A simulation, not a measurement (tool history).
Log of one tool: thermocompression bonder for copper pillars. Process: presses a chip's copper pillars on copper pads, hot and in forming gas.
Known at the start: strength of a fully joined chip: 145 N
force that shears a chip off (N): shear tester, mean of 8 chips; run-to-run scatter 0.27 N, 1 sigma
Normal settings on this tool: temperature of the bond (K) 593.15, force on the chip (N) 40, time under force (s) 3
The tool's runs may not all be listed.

| run | day | temperature of the bond (K) | force on the chip (N) | time under force (s) | force that shears a chip off (N) |
|---|---|---|---|---|---|
| 1 | 0.000 | 593.15 | 40 | 3 | 53.4 |
| 2 | 0.500 | 593.15 | 40 | 3 | 53.1 |
| 3 | 1.054 | 593.15 | 40 | 2 | 45.3 |
| 4 | 1.408 | 593.15 | 28 | 2 | 34.4 |
| 5 | 2.058 | 593.15 | 28 | 2 | 34.1 |
| 6 | 2.654 | 593.15 | 28 | 2 | 34.5 |
| 7 | 3.171 | 593.15 | 28 | 2 | 34.4 |
| 8 | 3.746 | 593.15 | 28 | 2 | 34.4 |
| 9 | 4.225 | 593.15 | 27 | 7 | 55.5 |
| 10 | 4.579 | 593.15 | 27 | 7 | 55.5 |
| 11 | 5.071 | 593.15 | 27 | 7 | 56.0 |
| 12 | 5.675 | 605.15 | 33 | 3 | 51.8 |
| 13 | 6.079 | 605.15 | 33 | 3 | 51.3 |
| 14 | 6.346 | 581.15 | 29 | 8 | 57.1 |
| 15 | 6.838 | 581.15 | 29 | 8 | 57.2 |

Forecast each of these 4 alternatives for the next run:
| A | 7.458 | 593.15 | 33 | 3 | ? |
| B | 7.458 | 581.15 | 52 | 5 | ? |
| C | 7.458 | 572.15 | 40 | 3 | ? |
| D | 7.458 | 588.15 | 32 | 4 | ? |

| run | force that shears a chip off (N) |
|---|---|
| A | 46.6 |
| B | 71.9 |
| C | 45.5 |
| D | 49.6 |
Without the tool's hidden state the same runs would have given:
| run | force that shears a chip off (N) |
|---|---|
| A | 45.9 |
| B | 70.8 |
| C | 44.9 |
| D | 48.9 |
